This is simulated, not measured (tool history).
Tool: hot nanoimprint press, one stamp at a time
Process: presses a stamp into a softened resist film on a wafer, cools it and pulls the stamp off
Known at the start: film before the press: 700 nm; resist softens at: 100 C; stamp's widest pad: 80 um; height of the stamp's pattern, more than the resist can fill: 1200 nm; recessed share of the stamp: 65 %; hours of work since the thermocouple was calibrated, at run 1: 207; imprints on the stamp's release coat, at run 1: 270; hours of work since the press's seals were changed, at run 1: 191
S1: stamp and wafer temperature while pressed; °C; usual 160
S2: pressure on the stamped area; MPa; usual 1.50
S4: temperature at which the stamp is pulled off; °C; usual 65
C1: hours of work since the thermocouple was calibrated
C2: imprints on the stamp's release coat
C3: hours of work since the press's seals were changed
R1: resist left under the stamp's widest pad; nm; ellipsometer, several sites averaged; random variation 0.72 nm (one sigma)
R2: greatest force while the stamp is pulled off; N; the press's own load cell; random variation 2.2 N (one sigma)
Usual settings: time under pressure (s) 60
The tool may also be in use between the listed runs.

{"run": 1, "hour": 0.0, "S1": 160, "S2": 1.5, "time under pressure (s)": 60, "S4": 65, "C1": 207, "C2": 270, "C3": 191, "R1": 332.5, "R2": 150}
{"run": 2, "hour": 13.2, "S1": 160, "S2": 1.5, "time under pressure (s)": 95, "S4": 65, "C1": 216, "C2": 334, "C3": 200, "R1": 276.7, "R2": 146}
{"run": 3, "hour": 28.9, "S1": 160, "S2": 1.5, "time under pressure (s)": 60, "S4": 65, "C1": 226, "C2": 409, "C3": 211, "R1": 332.6, "R2": 150}
{"run": 4, "hour": 49.8, "S1": 160, "S2": 1.5, "time under pressure (s)": 60, "S4": 65, "C1": 240, "C2": 510, "C3": 225, "R1": 331.8, "R2": 149}
{"run": 5, "hour": 74.5, "S1": 160, "S2": 1.5, "time under pressure (s)": 60, "S4": 65, "C1": 257, "C2": 629, "C3": 241, "R1": 332.6, "R2": 145}
{"run": 6, "hour": 95.6, "S1": 160, "S2": 1.5, "time under pressure (s)": 60, "S4": 65, "C1": 271, "C2": 730, "C3": 255, "R1": 330.8, "R2": 150}
{"hour": 123.8, "done": "stamp cleaned and given a new release coat"}
{"run": 7, "hour": 123.8, "S1": 160, "S2": 1.5, "time under pressure (s)": 60, "S4": 65, "C1": 286, "C2": 0, "C3": 270, "R1": 331.4, "R2": 151}
{"run": 8, "hour": 142.1, "S1": 160, "S2": 1.5, "time under pressure (s)": 60, "S4": 65, "C1": 298, "C2": 88, "C3": 283, "R1": 331.0, "R2": 152}
{"run": 9, "hour": 159.1, "S1": 165, "S2": 1.5, "time under pressure (s)": 60, "S4": 65, "C1": 310, "C2": 170, "C3": 294, "R1": 273.3, "R2": 150}
{"run": 10, "hour": 178.3, "S1": 166, "S2": 1.5, "time under pressure (s)": 60, "S4": 65, "C1": 323, "C2": 262, "C3": 307, "R1": 262.9, "R2": 146}
{"run": 11, "hour": 194.7, "S1": 166, "S2": 1.5, "time under pressure (s)": 60, "S4": 51, "C1": 334, "C2": 341, "C3": 318, "R1": 264.5, "R2": 169}
{"run": 12, "hour": 209.7, "S1": 160, "S2": 1.5, "time under pressure (s)": 71, "S4": 65, "C1": 344, "C2": 413, "C3": 328, "R1": 313.0, "R2": 146}
{"run": 13, "hour": 228.0, "S1": 160, "S2": 1.5, "time under pressure (s)": 71, "S4": 65, "C1": 356, "C2": 501, "C3": 340, "R1": 311.7, "R2": 143}
{"run": 14, "hour": 254.2, "S1": 160, "S2": 1.5, "time under pressure (s)": 71, "S4": 65, "C1": 374, "C2": 627, "C3": 358, "R1": 310.7, "R2": 147}
{"run": 15, "hour": 278.2, "S1": 160, "S2": 1.5, "time under pressure (s)": 71, "S4": 65, "C1": 390, "C2": 742, "C3": 374, "R1": 311.3, "R2": 145}
{"run": 16, "hour": 291.0, "S1": 160, "S2": 2.08, "time under pressure (s)": 60, "S4": 65, "C1": 398, "C2": 804, "C3": 383, "R1": 285.9, "R2": 145}
{"hour": 303.9, "done": "stamp cleaned and given a new release coat"}
{"run": 17, "hour": 321.0, "S1": 160, "S2": 2.08, "time under pressure (s)": 60, "S4": 65, "C1": 415, "C2": 82, "C3": 399, "R1": 286.6, "R2": 147}
{"run": 18, "hour": 339.7, "S1": 160, "S2": 2.08, "time under pressure (s)": 60, "S4": 65, "C1": 427, "C2": 172, "C3": 411, "R1": 286.9, "R2": 149}
{"run": 19, "hour": 366.5, "S1": 160, "S2": 2.08, "time under pressure (s)": 60, "S4": 65, "C1": 445, "C2": 301, "C3": 429, "R1": 287.0, "R2": 153}
{"run": 20, "hour": 380.3, "S1": 162, "S2": 1.5, "time under pressure (s)": 60, "S4": 65, "C1": 454, "C2": 367, "C3": 439, "R1": 306.7, "R2": 143}
{"run": 21, "hour": 396.4, "S1": 166, "S2": 1.15, "time under pressure (s)": 60, "S4": 56, "C1": 465, "C2": 445, "C3": 449, "R1": 297.8, "R2": 161}
{"run": 22, "hour": 413.2, "S1": 166, "S2": 1.15, "time under pressure (s)": 60, "S4": 56, "C1": 477, "C2": 526, "C3": 461, "R1": 298.5, "R2": 160}
{"run": 23, "hour": 429.4, "S1": 160, "S2": 1.5, "time under pressure (s)": 60, "S4": 60, "C1": 487, "C2": 603, "C3": 472, "R1": 331.6, "R2": 151}
{"run": 24, "hour": 447.5, "S1": 160, "S2": 1.5, "time under pressure (s)": 60, "S4": 60, "C1": 500, "C2": 691, "C3": 484, "R1": 330.2, "R2": 154}
{"run": 25, "hour": 466.3, "S1": 160, "S2": 1.5, "time under pressure (s)": 60, "S4": 60, "C1": 512, "C2": 781, "C3": 496, "R1": 332.3, "R2": 158}
{"hour": 479.0, "done": "plate thermocouple calibrated"}
{"hour": 487.1, "done": "stamp cleaned and given a new release coat"}
{"run": 26, "hour": 494.2, "S1": 160, "S2": 1.5, "time under pressure (s)": 60, "S4": 60, "C1": 6, "C2": 35, "C3": 509, "R1": 332.4, "R2": 158}
{"run": 27, "hour": 519.0, "S1": 160, "S2": 1.06, "time under pressure (s)": 60, "S4": 62, "C1": 23, "C2": 154, "C3": 526, "R1": 382.3, "R2": 151}
{"run": 28, "hour": 544.2, "S1": 152, "S2": 2.3, "time under pressure (s)": 60, "S4": 68, "C1": 40, "C2": 275, "C3": 543, "R1": 380.1, "R2": 143}
{"run": 29, "hour": 568.6, "S1": 168, "S2": 1.5, "time under pressure (s)": 60, "S4": 65, "C1": 56, "C2": 392, "C3": 559, "R1": 244.7, "R2": 151}

3 ways to go on from here, each from the tool as it stands after run 29. What would each give?
{"run": "A", "hour": 590.3, "S1": 168, "S2": 0.91, "time under pressure (s)": 60, "S4": 50, "C1": 71, "C2": 497, "C3": 574, "R1": "?", "R2": "?"}
{"run": "B", "hour": 590.3, "S1": 168, "S2": 1.5, "time under pressure (s)": 107, "S4": 65, "C1": 71, "C2": 497, "C3": 574, "R1": "?", "R2": "?"}
{"run": "C", "hour": 590.3, "S1": 168, "S2": 1.5, "time under pressure (s)": 109, "S4": 54, "C1": 71, "C2": 497, "C3": 574, "R1": "?", "R2": "?"}

run=A R1=307.5 R2=170
run=B R1=190.5 R2=147
run=C R1=188.9 R2=164
Without the tool's hidden state the same runs would have given:
run=A R1=307.5 R2=170
run=B R1=190.5 R2=147
run=C R1=188.9 R2=164
